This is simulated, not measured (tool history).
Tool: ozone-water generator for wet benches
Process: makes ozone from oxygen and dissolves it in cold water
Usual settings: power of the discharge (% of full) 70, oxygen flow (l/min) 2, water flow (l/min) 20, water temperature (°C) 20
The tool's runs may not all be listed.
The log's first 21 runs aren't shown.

| run | hour | power of the discharge (% of full) | oxygen flow (l/min) | water flow (l/min) | water temperature (°C) | hours of work since the electrodes were changed | hours of work since the contactor was cleaned | hours of work since the thermometer was calibrated | dissolved ozone (ppm) | ozone in the gas ahead of the water (g/m3) |
|---|---|---|---|---|---|---|---|---|---|---|
| 22 | 779.6 | 45 | 2 | 23 | 20 | 1631 | 1631 | 1050 | 7.9 | 178.2 |
| 23 | 807.8 | 55 | 2.56 | 21 | 27 | 1649 | 1649 | 1068 | 9.5 | 180.8 |
|  | 814 | contactor cleaned |
| 24 | 840.6 | 92 | 2 | 20 | 20 | 1667 | 17 | 1087 | 15.6 | 315.3 |
| 25 | 871.5 | 72 | 1.27 | 16 | 14 | 1687 | 37 | 1106 | 15.1 | 342 |
| 26 | 915.3 | 78 | 1.43 | 13 | 27 | 1715 | 65 | 1134 | 18.6 | 334.7 |
| 27 | 939.9 | 70 | 2.62 | 20 | 13 | 1731 | 80 | 1150 | 13.7 | 214.4 |
| 28 | 978.5 | 70 | 2.62 | 20 | 13 | 1756 | 105 | 1175 | 13.8 | 215.9 |
| 29 | 1024.3 | 43 | 2.19 | 19 | 13 | 1785 | 134 | 1204 | 9.6 | 164.3 |
|  | 1047 | contactor cleaned, once more |
| 30 | 1072.5 | 61 | 1.02 | 24 | 20 | 1813 | 16 | 1232 | 8.3 | 345.1 |
| 31 | 1123.2 | 70 | 2 | 15 | 20 | 1845 | 49 | 1265 | 16.6 | 252.6 |
| 32 | 1162.8 | 70 | 2 | 15 | 20 | 1871 | 74 | 1290 | 16.9 | 252.7 |
| 33 | 1195.2 | 70 | 1.65 | 23 | 20 | 1891 | 95 | 1311 | 10.9 | 284.7 |

Forecast each of these 3 alternatives for the next run:
| A | 1242.9 | 97 | 2.23 | 20 | 20 | 1922 | 125 | 1341 | ? | ? |
| B | 1242.9 | 49 | 3.02 | 20 | 20 | 1922 | 125 | 1341 | ? | ? |
| C | 1242.9 | 55 | 2 | 20 | 20 | 1922 | 125 | 1341 | ? | ? |

| run | dissolved ozone (ppm) | ozone in the gas ahead of the water (g/m3) |
|---|---|---|
| A | 16.7 | 303.9 |
| B | 10.3 | 147.6 |
| C | 10.6 | 209.7 |
Without the tool's hidden state the same runs would have given:
| run | dissolved ozone (ppm) | ozone in the gas ahead of the water (g/m3) |
|---|---|---|
| A | 17.5 | 317.6 |
| B | 10.6 | 151.4 |
| C | 11 | 215.7 |

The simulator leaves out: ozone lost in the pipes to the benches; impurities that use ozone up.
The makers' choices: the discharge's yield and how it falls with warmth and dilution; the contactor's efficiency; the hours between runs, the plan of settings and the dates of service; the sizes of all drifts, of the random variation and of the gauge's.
